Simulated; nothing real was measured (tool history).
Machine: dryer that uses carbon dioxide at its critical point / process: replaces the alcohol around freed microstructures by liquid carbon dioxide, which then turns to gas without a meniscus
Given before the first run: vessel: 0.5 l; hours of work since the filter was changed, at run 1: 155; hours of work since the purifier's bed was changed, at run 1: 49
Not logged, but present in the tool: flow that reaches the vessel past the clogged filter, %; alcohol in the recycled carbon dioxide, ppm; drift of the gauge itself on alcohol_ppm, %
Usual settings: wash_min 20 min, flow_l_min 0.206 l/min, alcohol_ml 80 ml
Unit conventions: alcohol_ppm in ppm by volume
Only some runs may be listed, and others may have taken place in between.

run	day	wash_min	flow_l_min	alcohol_ml	hours of work since the filter was changed	hours of work since the purifier's bed was changed	alcohol_ppm
1	0	20	0.206	80	155	49	881
2	0.388	20	0.206	65	158	52	718
3	0.879	19	0.206	80	162	56	1194
4	1.279	20	0.171	80	165	60	2197
5	1.746	20	0.171	39	169	63	1088
6	2.5	20	0.171	39	175	70	1148
7	2.958	20	0.171	39	179	73	1142
8	3.617	20	0.343	80	184	79	48
9	4.058	13	0.206	80	188	82	6150
# day 4.625: inlet filter changed
10	4.783	20	0.206	80	1	88	413
11	5.112	20	0.206	80	4	91	436
12	5.742	20	0.206	80	9	96	449
13	6.171	20	0.206	80	13	99	438
14	6.704	20	0.206	80	17	104	439
15	7.042	20	0.206	80	20	106	460
16	7.488	20	0.206	80	23	110	479
17	8.133	20	0.206	80	29	115	481
18	8.675	20	0.228	80	33	120	277
19	9.162	20	0.228	80	37	124	273
20	9.525	20	0.206	80	40	127	508
21	9.908	20	0.206	80	43	130	537
22	10.538	20	0.206	80	48	135	544
23	10.858	20	0.206	80	51	138	551
24	11.371	20	0.206	80	55	142	556
25	11.929	16	0.146	92	60	147	7214
26	12.288	18	0.146	26	63	149	1448
27	12.796	20	0.154	26	67	154	799
28	13.4	20	0.154	64	72	159	1988
29	13.779	19	0.174	33	75	162	762
30	14.096	14	0.206	80	78	164	3232
31	14.758	14	0.206	80	83	170	3265
32	15.112	14	0.297	80	86	173	631
33	15.638	17	0.212	68	90	177	1090
34	16.146	20	0.315	40	94	181	44
35	16.812	20	0.315	40	100	187	40
36	17.175	20	0.184	40	103	190	637
37	17.6	22	0.213	40	106	193	179
38	18.329	20	0.165	80	112	199	2139
39	19.062	25	0.304	80	118	205	38
40	19.621	25	0.304	80	123	210	38
41	20.354	19	0.304	36	129	216	64
42	20.696	12	0.259	35	132	218	1291
43	21.167	12	0.259	35	136	222	1321
44	21.604	16	0.159	80	139	226	6311
45	22.254	15	0.144	46	144	231	5819
46	22.654	18	0.25	73	148	234	515
47	23.025	18	0.25	73	151	237	509

Branching from run 47: 4 alternative next runs. What would each branch give?
A	23.508	21	0.154	20	155	241	?
B	23.508	18	0.25	22	155	241	?
C	23.508	25	0.134	82	155	241	?
D	23.508	15	0.221	80	155	241	?

run	alcohol_ppm
A	710
B	171
C	2448
D	2498
Without the tool's hidden state the same runs would have given:
run	alcohol_ppm
A	367
B	64
C	1272
D	1311

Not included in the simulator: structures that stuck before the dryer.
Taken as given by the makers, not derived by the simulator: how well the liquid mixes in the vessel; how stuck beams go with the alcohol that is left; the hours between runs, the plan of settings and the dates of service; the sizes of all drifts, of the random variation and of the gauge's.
